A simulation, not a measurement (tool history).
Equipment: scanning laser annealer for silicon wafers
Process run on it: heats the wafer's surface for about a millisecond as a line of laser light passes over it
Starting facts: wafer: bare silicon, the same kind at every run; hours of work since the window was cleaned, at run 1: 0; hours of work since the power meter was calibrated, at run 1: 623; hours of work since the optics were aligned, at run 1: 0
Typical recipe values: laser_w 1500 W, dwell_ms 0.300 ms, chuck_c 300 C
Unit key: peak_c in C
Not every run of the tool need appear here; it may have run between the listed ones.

run	hour	laser_w	dwell_ms	chuck_c	hours of work since the window was cleaned	hours of work since the power meter was calibrated	hours of work since the optics were aligned	peak_c
1	0.0	1500	0.300	300	0	623	0	1075
2	31.6	1500	0.300	300	17	639	17	1075
3	58.6	1500	0.300	300	31	654	31	1074
4	88.7	1500	0.311	300	47	669	47	1083
5	111.4	1500	0.311	300	59	681	59	1090
6	149.8	1500	0.311	300	79	702	79	1086
7	173.5	1500	0.311	300	91	714	91	1083
8	216.7	1500	0.311	300	114	737	114	1076
9	251.0	1500	0.300	306	132	755	132	1069
10	269.4	1500	0.300	306	142	764	142	1070
11	293.9	1324	0.300	300	155	777	155	951
12	325.7	1324	0.300	300	171	794	171	952
13	364.3	1324	0.300	300	192	814	192	948
14	406.1	1297	0.300	300	214	836	214	928
15	442.0	1297	0.300	300	232	855	232	929
16	466.6	1297	0.300	300	245	868	245	929
17	494.9	1464	0.300	300	260	883	260	1027
18	518.9	1500	0.300	300	273	896	273	1044
19	552.8	1500	0.300	325	291	913	291	1065
20	583.1	1500	0.300	270	307	929	307	1010
21	623.0	1500	0.300	300	328	950	328	1038
22	645.2	1354	0.346	316	339	962	339	1024
23	680.8	1500	0.219	276	358	981	358	890
24	717.4	1562	0.214	276	377	1000	377	910
25	760.6	1500	0.211	300	400	1023	400	898
26	800.5	1498	0.300	340	421	1044	421	1068
# hour 824.7: window over the wafer cleaned
27	843.6	1571	0.300	315	10	1065	443	1134
28	884.7	1513	0.300	334	32	1087	464	1114
# hour 892.1: optics aligned, line set to its width
29	933.1	1526	0.300	338	54	1110	22	1123
30	956.1	1363	0.298	266	67	1122	34	945
31	975.2	1345	0.354	271	77	1132	44	1011
# hour 983.8: optics aligned, line set to its width, once more
32	1001.9	1525	0.300	293	88	1143	10	1078
33	1027.7	1615	0.338	270	101	1157	23	1169
34	1046.3	1615	0.338	270	111	1167	33	1168
35	1088.9	1600	0.338	270	134	1189	55	1153
36	1112.1	1600	0.338	270	146	1201	67	1154
37	1134.5	1324	0.338	270	158	1213	79	969
38	1154.6	1324	0.338	270	168	1224	90	968
39	1188.4	1627	0.313	321	186	1241	108	1175
40	1211.8	1307	0.342	335	198	1254	120	1025
41	1246.4	1307	0.342	335	216	1272	138	1021

Take each entry between the runs: how does the hidden state at the last listed run before it differ from the hidden state at the first listed run after it?
In the gap between runs 26 and 27: window over the wafer cleaned (hour 824.7)
  light that passes the window, % of a clean one's: 94.97 -> 99.77; laser's true power over the reading, %: -0.33 -> -0.32; width of the line over the set one, %: 0.53 -> 0.56
  the result without the hidden state subtracted from the measured one, peak_c: -53 -> -9 C
In the gap between runs 28 and 29: optics aligned, line set to its width (hour 892.1)
  light that passes the window, % of a clean one's: 99.53 -> 99.27; width of the line over the set one, %: 0.59 -> 1.03
  the result without the hidden state subtracted from the measured one, peak_c: -11 -> -16 C
In the gap between runs 31 and 32: optics aligned, line set to its width, once more (hour 983.8)
  light that passes the window, % of a clean one's: 99.02 -> 98.88; width of the line over the set one, %: 1.06 -> 0.09
  the result without the hidden state subtracted from the measured one, peak_c: -17 -> -15 C
